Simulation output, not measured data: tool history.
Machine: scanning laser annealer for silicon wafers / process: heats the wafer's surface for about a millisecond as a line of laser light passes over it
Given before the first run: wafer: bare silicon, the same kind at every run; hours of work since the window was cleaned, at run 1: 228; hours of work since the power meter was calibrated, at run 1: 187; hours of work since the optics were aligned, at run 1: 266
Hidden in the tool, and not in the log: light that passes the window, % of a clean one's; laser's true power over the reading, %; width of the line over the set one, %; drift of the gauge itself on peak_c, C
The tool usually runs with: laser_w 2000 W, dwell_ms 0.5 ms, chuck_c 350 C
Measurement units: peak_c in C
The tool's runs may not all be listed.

run,day,laser_w,dwell_ms,chuck_c,hours of work since the window was cleaned,hours of work since the power meter was calibrated,hours of work since the optics were aligned,peak_c
1,0,2000,0.5,350,228,187,266,1131
2,0.788,2000,0.5,350,238,198,277,1133
3,1.479,2000,0.5,350,247,207,286,1135
4,2.217,2000,0.5,350,257,216,295,1133
5,3.212,2000,0.5,350,270,230,308,1128
6,4.238,2000,0.5,350,284,243,322,1128
# day 4.5: optics aligned, line set to its width
7,5.1,2000,0.5,387,292,252,8,1159
8,6.067,2000,0.5,381,305,264,21,1156
9,7.088,2000,0.5,381,318,278,34,1152
10,7.975,2000,0.5,350,330,289,46,1116
11,8.704,2059,0.534,338,339,299,55,1154
# day 9.058: optics aligned, line set to its width, once more
12,9.879,2059,0.534,338,352,311,11,1159
13,10.896,2003,0.428,350,365,325,24,1072
14,11.746,2003,0.428,350,377,336,35,1074
15,12.188,1816,0.373,323,382,342,41,937
16,12.958,1816,0.373,323,392,352,51,939
17,13.654,1816,0.373,323,402,361,60,939
18,14.65,2185,0.597,323,415,374,73,1228
19,15.671,1860,0.444,344,428,387,87,1020

3 ways to go on from here, each from the tool as it stands after run 19. What would each give?
A,16.688,2022,0.443,343,441,401,100,?
B,16.688,2000,0.371,325,441,401,100,?
C,16.688,1802,0.356,335,441,401,100,?

run,peak_c
A,1074
B,995
C,928
Take away the tool's hidden state, keep each run's random variation, and the runs would have read:
run,peak_c
A,1117
B,1035
C,962

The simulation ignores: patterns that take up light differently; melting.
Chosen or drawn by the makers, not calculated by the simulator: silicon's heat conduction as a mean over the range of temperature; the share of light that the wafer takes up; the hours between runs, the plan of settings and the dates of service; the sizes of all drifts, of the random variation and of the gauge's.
